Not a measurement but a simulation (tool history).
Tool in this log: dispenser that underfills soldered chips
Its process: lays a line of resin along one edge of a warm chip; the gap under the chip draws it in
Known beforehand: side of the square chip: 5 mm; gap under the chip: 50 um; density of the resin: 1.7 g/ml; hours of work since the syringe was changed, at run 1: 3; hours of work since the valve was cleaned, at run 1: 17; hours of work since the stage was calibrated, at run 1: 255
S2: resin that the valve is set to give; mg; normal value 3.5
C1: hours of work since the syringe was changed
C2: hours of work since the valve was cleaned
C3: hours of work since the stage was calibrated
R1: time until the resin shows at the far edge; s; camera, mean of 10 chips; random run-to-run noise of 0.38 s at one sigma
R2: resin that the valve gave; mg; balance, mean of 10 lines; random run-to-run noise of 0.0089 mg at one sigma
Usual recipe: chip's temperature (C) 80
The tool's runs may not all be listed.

{"run": 1, "hour": 0.0, "chip's temperature (C)": 80, "S2": 3.5, "C1": 3, "C2": 17, "C3": 255, "R1": 28.7, "R2": 3.472}
{"hour": 7.4, "done": "new syringe of resin"}
{"run": 2, "hour": 9.9, "chip's temperature (C)": 80, "S2": 3.5, "C1": 2, "C2": 24, "C3": 262, "R1": 27.4, "R2": 3.476}
{"run": 3, "hour": 16.2, "chip's temperature (C)": 82, "S2": 3.5, "C1": 6, "C2": 28, "C3": 266, "R1": 33.3, "R2": 3.468}
{"hour": 18.6, "done": "new syringe of resin"}
{"run": 4, "hour": 23.2, "chip's temperature (C)": 80, "S2": 4.1, "C1": 3, "C2": 33, "C3": 271, "R1": 30.1, "R2": 4.061}
{"hour": 30.2, "done": "new syringe of resin"}
{"run": 5, "hour": 32.1, "chip's temperature (C)": 80, "S2": 4.1, "C1": 1, "C2": 39, "C3": 276, "R1": 26.5, "R2": 4.053}
{"run": 6, "hour": 38.3, "chip's temperature (C)": 80, "S2": 4.1, "C1": 5, "C2": 43, "C3": 281, "R1": 34.1, "R2": 4.041}
{"hour": 41.7, "done": "new syringe of resin"}
{"run": 7, "hour": 45.8, "chip's temperature (C)": 80, "S2": 3.9, "C1": 3, "C2": 48, "C3": 285, "R1": 28.2, "R2": 3.833}
{"hour": 53.4, "done": "new syringe of resin"}
{"run": 8, "hour": 55.7, "chip's temperature (C)": 80, "S2": 3.5, "C1": 2, "C2": 54, "C3": 292, "R1": 27.2, "R2": 3.44}
{"hour": 63.2, "done": "dispensing valve cleaned and set on the balance"}
{"run": 9, "hour": 64.9, "chip's temperature (C)": 79, "S2": 3.5, "C1": 7, "C2": 1, "C3": 297, "R1": 40, "R2": 3.487}
{"hour": 66.1, "done": "new syringe of resin"}
{"run": 10, "hour": 70.4, "chip's temperature (C)": 79, "S2": 3.5, "C1": 3, "C2": 5, "C3": 301, "R1": 30.1, "R2": 3.485}
{"run": 11, "hour": 74.8, "chip's temperature (C)": 94, "S2": 3.5, "C1": 6, "C2": 8, "C3": 304, "R1": 21.7, "R2": 3.481}
{"hour": 77.4, "done": "new syringe of resin"}
{"run": 12, "hour": 79.7, "chip's temperature (C)": 94, "S2": 3.5, "C1": 2, "C2": 11, "C3": 307, "R1": 16.5, "R2": 3.477}
{"run": 13, "hour": 84.2, "chip's temperature (C)": 80, "S2": 3.5, "C1": 5, "C2": 14, "C3": 310, "R1": 33.2, "R2": 3.472}
{"hour": 88.9, "done": "new syringe of resin"}
{"run": 14, "hour": 91.3, "chip's temperature (C)": 80, "S2": 4.16, "C1": 2, "C2": 18, "C3": 315, "R1": 27.7, "R2": 4.129}
{"hour": 100.2, "done": "new syringe of resin"}
{"run": 15, "hour": 100.4, "chip's temperature (C)": 80, "S2": 4.16, "C1": 0, "C2": 24, "C3": 321, "R1": 24.4, "R2": 4.102}
{"run": 16, "hour": 105.9, "chip's temperature (C)": 80, "S2": 3.63, "C1": 4, "C2": 28, "C3": 324, "R1": 31, "R2": 3.573}
{"hour": 112.0, "done": "new syringe of resin"}
{"run": 17, "hour": 115.0, "chip's temperature (C)": 80, "S2": 3.99, "C1": 2, "C2": 34, "C3": 330, "R1": 27.1, "R2": 3.933}
{"run": 18, "hour": 120.9, "chip's temperature (C)": 80, "S2": 4.08, "C1": 6, "C2": 38, "C3": 334, "R1": 35.2, "R2": 4.007}
{"hour": 123.3, "done": "new syringe of resin"}
{"run": 19, "hour": 127.7, "chip's temperature (C)": 80, "S2": 4.08, "C1": 3, "C2": 42, "C3": 339, "R1": 30.3, "R2": 4.015}
{"hour": 134.9, "done": "new syringe of resin"}
{"run": 20, "hour": 137.2, "chip's temperature (C)": 80, "S2": 4.08, "C1": 2, "C2": 49, "C3": 345, "R1": 27.2, "R2": 3.982}
{"run": 21, "hour": 145.7, "chip's temperature (C)": 80, "S2": 4.08, "C1": 7, "C2": 54, "C3": 351, "R1": 40, "R2": 3.981}
{"hour": 146.9, "done": "new syringe of resin"}
{"hour": 152.7, "done": "dispensing valve cleaned and set on the balance"}
{"run": 22, "hour": 152.7, "chip's temperature (C)": 80, "S2": 4.08, "C1": 3, "C2": 0, "C3": 355, "R1": 30.5, "R2": 4.069}
{"hour": 159.0, "done": "new syringe of resin"}
{"run": 23, "hour": 160.9, "chip's temperature (C)": 81, "S2": 3.27, "C1": 1, "C2": 5, "C3": 360, "R1": 26.7, "R2": 3.273}
{"run": 24, "hour": 167.8, "chip's temperature (C)": 76, "S2": 3.79, "C1": 6, "C2": 10, "C3": 365, "R1": 43.4, "R2": 3.773}
{"hour": 170.5, "done": "new syringe of resin"}
{"run": 25, "hour": 174.1, "chip's temperature (C)": 69, "S2": 3.98, "C1": 2, "C2": 14, "C3": 369, "R1": 42.8, "R2": 3.958}
{"run": 26, "hour": 181.2, "chip's temperature (C)": 69, "S2": 4.03, "C1": 7, "C2": 19, "C3": 373, "R1": 59.1, "R2": 4.001}
{"hour": 182.4, "done": "new syringe of resin"}
{"run": 27, "hour": 191.3, "chip's temperature (C)": 94, "S2": 4.29, "C1": 6, "C2": 25, "C3": 380, "R1": 21.3, "R2": 4.249}
{"hour": 193.6, "done": "new syringe of resin"}
{"run": 28, "hour": 198.9, "chip's temperature (C)": 94, "S2": 4.29, "C1": 4, "C2": 30, "C3": 385, "R1": 19, "R2": 4.233}
{"hour": 205.1, "done": "new syringe of resin"}
{"run": 29, "hour": 205.9, "chip's temperature (C)": 89, "S2": 3.8, "C1": 1, "C2": 35, "C3": 389, "R1": 19.2, "R2": 3.751}
{"run": 30, "hour": 213.3, "chip's temperature (C)": 73, "S2": 3.26, "C1": 6, "C2": 40, "C3": 394, "R1": 46.9, "R2": 3.199}
{"hour": 216.3, "done": "new syringe of resin"}
{"run": 31, "hour": 220.4, "chip's temperature (C)": 80, "S2": 4.37, "C1": 3, "C2": 45, "C3": 399, "R1": 29.4, "R2": 4.296}

The next listed run, before its measurement:
{"run": 32, "hour": 224.7, "chip's temperature (C)": 80, "S2": 4.37, "C1": 6, "C2": 47, "C3": 402, "R1": "?", "R2": "?"}

Run 32 produced R1 35.3 s, R2 4.29 mg.
With no hidden state in the tool, this same run would have given R1 22.2 s, R2 4.371 mg.
